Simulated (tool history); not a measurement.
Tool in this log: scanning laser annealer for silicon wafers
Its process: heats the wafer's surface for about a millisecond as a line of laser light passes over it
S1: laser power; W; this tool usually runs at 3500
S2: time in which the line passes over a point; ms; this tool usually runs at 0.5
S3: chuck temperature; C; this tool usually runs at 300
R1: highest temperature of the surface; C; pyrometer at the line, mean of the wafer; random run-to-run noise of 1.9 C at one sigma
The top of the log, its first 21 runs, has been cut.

run 22 hour=675.8 | S1=3705 S2=0.5 S3=314 | R1=1217
run 23 hour=701.8 | S1=3038 S2=0.512 S3=300 | R1=1006
run 24 hour=738.4 | S1=3038 S2=0.512 S3=300 | R1=1004
run 25 hour=765.6 | S1=3038 S2=0.512 S3=300 | R1=1000
run 26 hour=792.2 | S1=3038 S2=0.512 S3=300 | R1=1005
run 27 hour=814.2 | S1=3038 S2=0.512 S3=300 | R1=1003
-- hour=821.8 optics aligned, line set to its width
run 28 hour=847.4 | S1=3038 S2=0.512 S3=300 | R1=1005
run 29 hour=874.5 | S1=3038 S2=0.512 S3=300 | R1=1003
run 30 hour=905.7 | S1=3036 S2=0.5 S3=298 | R1=994
run 31 hour=926.8 | S1=3131 S2=0.5 S3=298 | R1=1019
run 32 hour=954.6 | S1=3489 S2=0.371 S3=300 | R1=1025
run 33 hour=995 | S1=3082 S2=0.377 S3=300 | R1=920
run 34 hour=1020.7 | S1=3082 S2=0.591 S3=298 | R1=1066
run 35 hour=1048.3 | S1=3451 S2=0.5 S3=262 | R1=1083

Here are 3 independent what-if runs from the current tool condition. What would each one return?
run A hour=1085.2 | S1=3722 S2=0.474 S3=279 | R1=?
run B hour=1085.2 | S1=3451 S2=0.5 S3=332 | R1=?
run C hour=1085.2 | S1=3500 S2=0.5 S3=276 | R1=?

run=A R1=1168
run=B R1=1156
run=C R1=1112
With the hidden condition removed and each run's random variation left untouched, the same runs would have given:
run=A R1=1169
run=B R1=1156
run=C R1=1113

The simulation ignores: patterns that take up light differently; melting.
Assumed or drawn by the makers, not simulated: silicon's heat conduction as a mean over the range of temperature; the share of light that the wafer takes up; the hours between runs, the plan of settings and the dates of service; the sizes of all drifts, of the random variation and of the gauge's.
